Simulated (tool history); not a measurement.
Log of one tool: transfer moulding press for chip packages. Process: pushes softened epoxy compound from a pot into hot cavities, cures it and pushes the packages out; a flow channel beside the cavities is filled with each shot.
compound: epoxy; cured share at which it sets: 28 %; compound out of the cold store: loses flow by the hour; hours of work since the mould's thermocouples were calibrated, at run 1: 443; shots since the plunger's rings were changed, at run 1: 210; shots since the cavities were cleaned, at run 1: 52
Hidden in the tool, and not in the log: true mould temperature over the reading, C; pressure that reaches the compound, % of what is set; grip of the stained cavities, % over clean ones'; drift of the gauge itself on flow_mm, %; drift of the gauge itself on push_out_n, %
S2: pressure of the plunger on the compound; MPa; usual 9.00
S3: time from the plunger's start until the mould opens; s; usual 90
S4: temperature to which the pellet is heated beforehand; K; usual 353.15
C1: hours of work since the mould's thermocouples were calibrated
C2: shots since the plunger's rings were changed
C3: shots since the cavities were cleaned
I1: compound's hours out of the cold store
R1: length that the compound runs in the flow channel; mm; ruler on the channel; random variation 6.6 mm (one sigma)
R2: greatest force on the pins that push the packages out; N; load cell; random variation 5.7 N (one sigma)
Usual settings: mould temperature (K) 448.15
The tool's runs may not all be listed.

Run 1, hour 0.0: usual settings; C1 443; C2 210; C3 52; I1 26.1. Result: R1 783 mm, R2 209 N.
Run 2, hour 14.8: usual settings; C1 454; C2 459; C3 301; I1 45.2. Result: R1 686 mm, R2 221 N.
Run 3, hour 23.8: usual settings; C1 462; C2 611; C3 453; I1 21.1. Result: R1 813 mm, R2 265 N.
Run 4, hour 31.5: usual settings but S4 361.15 K; C1 468; C2 739; C3 581; I1 11.4. Result: R1 847 mm, R2 283 N.
At hour 37.5: cavities cleaned with cleaning compound and waxed.
Run 5, hour 47.4: usual settings but S4 361.15 K; C1 479; C2 982; C3 167; I1 34.8. Result: R1 731 mm, R2 228 N.
Run 6, hour 63.9: usual settings but S4 361.15 K; C1 492; C2 1258; C3 443; I1 11.5. Result: R1 853 mm, R2 261 N.
At hour 77.5: cavities cleaned with cleaning compound and waxed.
Run 7, hour 77.6: usual settings but S4 361.15 K; C1 502; C2 1463; C3 1; I1 34.2. Result: R1 730 mm, R2 202 N.
Run 8, hour 86.0: usual settings; C1 508; C2 1606; C3 144; I1 26.4. Result: R1 766 mm, R2 226 N.
Run 9, hour 99.4: usual settings but mould temperature (K) 443.15; C1 519; C2 1830; C3 368; I1 16.5. Result: R1 817 mm, R2 343 N.
Run 10, hour 109.3: usual settings but mould temperature (K) 456.15; C1 527; C2 1997; C3 535; I1 35.6. Result: R1 709 mm, R2 214 N.
At hour 117.0: cavities cleaned with cleaning compound and waxed.
Run 11, hour 118.9: usual settings; C1 533; C2 2133; C3 32; I1 43.1. Result: R1 674 mm, R2 205 N.
Run 12, hour 128.9: usual settings; C1 541; C2 2301; C3 200; I1 47.3. Result: R1 652 mm, R2 224 N.
Run 13, hour 142.1: usual settings but mould temperature (K) 450.15, S2 8.51 MPa; C1 552; C2 2523; C3 422; I1 38.3. Result: R1 672 mm, R2 234 N.
At hour 146.4: plunger's sealing rings changed.
At hour 159.4: cavities cleaned with cleaning compound and waxed.
Run 14, hour 162.2: usual settings but S3 108 s; C1 564; C2 242; C3 49; I1 32.7. Result: R1 756 mm, R2 176 N.
Run 15, hour 172.2: usual settings but S2 10.15 MPa, S3 122 s; C1 572; C2 409; C3 216; I1 24.6. Result: R1 846 mm, R2 175 N.
Run 16, hour 185.0: usual settings but mould temperature (K) 442.15, S2 8.01 MPa, S3 101 s; C1 582; C2 624; C3 431; I1 33.6. Result: R1 708 mm, R2 272 N.
At hour 188.4: mould's thermocouples calibrated.
At hour 201.3: cavities cleaned with cleaning compound and waxed.
Run 17, hour 203.0: usual settings but mould temperature (K) 442.15, S2 8.01 MPa, S3 101 s, S4 360.15 K; C1 10; C2 868; C3 29; I1 46.8. Result: R1 635 mm, R2 210 N.
Run 18, hour 211.1: usual settings but mould temperature (K) 442.15, S2 8.01 MPa, S3 101 s, S4 360.15 K; C1 17; C2 1004; C3 165; I1 39.4. Result: R1 679 mm, R2 234 N.
Run 19, hour 222.9: usual settings but S2 10.29 MPa; C1 26; C2 1203; C3 364; I1 8.9. Result: R1 929 mm, R2 261 N.
Run 20, hour 237.6: usual settings but S2 10.29 MPa; C1 38; C2 1450; C3 611; I1 30.2. Result: R1 796 mm, R2 264 N.
At hour 240.5: mould's thermocouples calibrated, once more.
At hour 243.0: cavities cleaned with cleaning compound and waxed.
Run 21, hour 258.0: usual settings but S2 9.85 MPa, S3 114 s, S4 351.15 K; C1 13; C2 1734; C3 253; I1 24.1. Result: R1 802 mm, R2 190 N.
Run 22, hour 269.4: usual settings but mould temperature (K) 452.15, S2 8.28 MPa, S3 114 s, S4 351.15 K; C1 22; C2 1926; C3 445; I1 45.2. Result: R1 634 mm, R2 200 N.
At hour 282.9: cavities cleaned with cleaning compound and waxed.
Run 23, hour 286.0: usual settings but mould temperature (K) 452.15, S2 8.28 MPa, S3 114 s, S4 351.15 K; C1 34; C2 2179; C3 51; I1 45.4. Result: R1 643 mm, R2 151 N.

The next listed run, before its measurement:
Run 24, hour 296.1: usual settings but mould temperature (K) 452.15, S2 8.28 MPa, S3 114 s, S4 351.15 K; C1 42; C2 2349; C3 221; I1 38.0. Result: R1 ?, R2 ?.

R1: 649 mm
R2: 177 N
Without the tool's hidden state the same run would have given R1 679 mm, R2 153 N.
